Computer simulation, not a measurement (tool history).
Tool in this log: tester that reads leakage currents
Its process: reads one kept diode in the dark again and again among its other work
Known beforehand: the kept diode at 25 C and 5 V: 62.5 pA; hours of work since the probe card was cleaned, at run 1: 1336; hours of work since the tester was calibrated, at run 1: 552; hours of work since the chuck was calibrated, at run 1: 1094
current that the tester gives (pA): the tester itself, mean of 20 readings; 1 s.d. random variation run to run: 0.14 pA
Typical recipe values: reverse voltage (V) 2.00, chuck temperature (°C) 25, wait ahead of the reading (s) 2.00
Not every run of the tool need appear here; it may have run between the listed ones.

| run | day | reverse voltage (V) | chuck temperature (°C) | wait ahead of the reading (s) | hours of work since the probe card was cleaned | hours of work since the tester was calibrated | hours of work since the chuck was calibrated | current that the tester gives (pA) |
|---|---|---|---|---|---|---|---|---|
| 1 | 0.000 | 2.00 | 25 | 2.00 | 1336 | 552 | 1094 | 49.62 |
| 2 | 1.358 | 2.00 | 25 | 2.00 | 1357 | 572 | 1115 | 49.83 |
| 3 | 2.083 | 2.00 | 25 | 2.00 | 1368 | 583 | 1126 | 49.84 |
| 4 | 2.742 | 2.00 | 25 | 2.00 | 1377 | 593 | 1135 | 49.68 |
| 5 | 4.112 | 2.00 | 25 | 2.47 | 1398 | 613 | 1156 | 49.66 |
| 6 | 5.438 | 2.00 | 25 | 2.00 | 1418 | 633 | 1176 | 50.13 |
| 7 | 6.592 | 1.36 | 25 | 2.00 | 1435 | 650 | 1193 | 42.33 |
| 8 | 7.975 | 2.00 | 55 | 2.00 | 1456 | 671 | 1214 | 653.64 |
| 9 | 9.000 | 1.83 | 25 | 2.00 | 1471 | 686 | 1229 | 48.16 |
| 10 | 10.258 | 2.00 | 25 | 2.00 | 1490 | 705 | 1248 | 50.32 |
| 11 | 11.217 | 2.00 | 25 | 2.00 | 1504 | 720 | 1262 | 50.23 |
| 12 | 11.992 | 2.00 | 27 | 2.00 | 1516 | 731 | 1274 | 60.05 |
| 13 | 13.171 | 2.00 | 28 | 2.00 | 1534 | 749 | 1292 | 66.04 |
| 14 | 14.312 | 2.00 | 28 | 2.00 | 1551 | 766 | 1309 | 65.58 |
| 15 | 15.371 | 2.00 | 28 | 2.00 | 1567 | 782 | 1324 | 65.69 |
| 16 | 16.283 | 8.16 | 28 | 2.00 | 1580 | 795 | 1338 | 122.62 |
| 17 | 17.379 | 8.16 | 28 | 2.00 | 1597 | 812 | 1355 | 122.31 |
| 18 | 18.862 | 4.47 | 25 | 2.00 | 1619 | 834 | 1377 | 72.52 |
| 19 | 20.229 | 4.47 | 25 | 2.00 | 1639 | 854 | 1397 | 72.82 |
| 20 | 20.871 | 4.47 | 25 | 2.00 | 1649 | 864 | 1407 | 72.72 |
| 21 | 22.225 | 4.47 | 25 | 6.83 | 1669 | 884 | 1427 | 73.14 |
| 22 | 22.975 | 17.35 | 60 | 2.00 | 1680 | 896 | 1438 | 2209.70 |
| 23 | 23.842 | 17.35 | 60 | 2.00 | 1693 | 909 | 1451 | 2211.54 |
| 24 | 24.446 | 2.00 | 56 | 4.85 | 1702 | 918 | 1460 | 712.56 |
| 25 | 25.188 | 2.00 | 56 | 4.85 | 1713 | 929 | 1471 | 712.07 |
| 26 | 26.579 | 2.00 | 56 | 1.93 | 1734 | 950 | 1492 | 714.42 |
| 27 | 27.517 | 2.00 | 56 | 1.93 | 1748 | 964 | 1506 | 710.46 |
| 28 | 28.333 | 2.00 | 56 | 1.93 | 1761 | 976 | 1518 | 712.70 |
| 29 | 29.046 | 19.95 | 59 | 1.93 | 1771 | 987 | 1529 | 2161.00 |
| 30 | 29.883 | 1.43 | 20 | 3.31 | 1784 | 999 | 1542 | 28.56 |
| 31 | 31.075 | 1.43 | 20 | 1.69 | 1802 | 1017 | 1560 | 28.57 |
| 32 | 32.554 | 1.43 | 20 | 1.69 | 1824 | 1039 | 1582 | 28.73 |
| 33 | 33.642 | 2.88 | 39 | 0.76 | 1840 | 1055 | 1598 | 202.60 |
| 34 | 34.704 | 2.00 | 21 | 2.00 | 1856 | 1071 | 1614 | 36.42 |
| 35 | 36.112 | 15.82 | 33 | 0.42 | 1877 | 1092 | 1635 | 261.50 |
| 36 | 37.092 | 1.93 | 25 | 0.30 | 1892 | 1107 | 1650 | 51.89 |
| 37 | 37.712 | 14.69 | 27 | 0.53 | 1901 | 1116 | 1659 | 161.99 |
|  | 38.204 | probe card cleaned and baked |
| 38 | 38.712 | 3.45 | 30 | 0.36 | 8 | 1129 | 1672 | 93.37 |
| 39 | 39.725 | 19.58 | 25 | 0.81 | 23 | 1144 | 1687 | 113.23 |
| 40 | 41.104 | 19.58 | 25 | 0.81 | 43 | 1165 | 1708 | 114.36 |
| 41 | 42.362 | 19.58 | 25 | 0.81 | 62 | 1184 | 1727 | 115.05 |

Branching from run 41: 3 alternative next runs. What would each branch give?
| A | 43.329 | 4.84 | 26 | 0.81 | 77 | 1198 | 1741 | ? |
| B | 43.329 | 2.00 | 42 | 2.00 | 77 | 1198 | 1741 | ? |
| C | 43.329 | 1.89 | 24 | 0.46 | 77 | 1198 | 1741 | ? |

| run | current that the tester gives (pA) |
|---|---|
| A | 73.04 |
| B | 221.95 |
| C | 42.27 |
With no hidden state in the tool, these same runs would have given:
| run | current that the tester gives (pA) |
|---|---|
| A | 69.28 |
| B | 212.89 |
| C | 40.17 |

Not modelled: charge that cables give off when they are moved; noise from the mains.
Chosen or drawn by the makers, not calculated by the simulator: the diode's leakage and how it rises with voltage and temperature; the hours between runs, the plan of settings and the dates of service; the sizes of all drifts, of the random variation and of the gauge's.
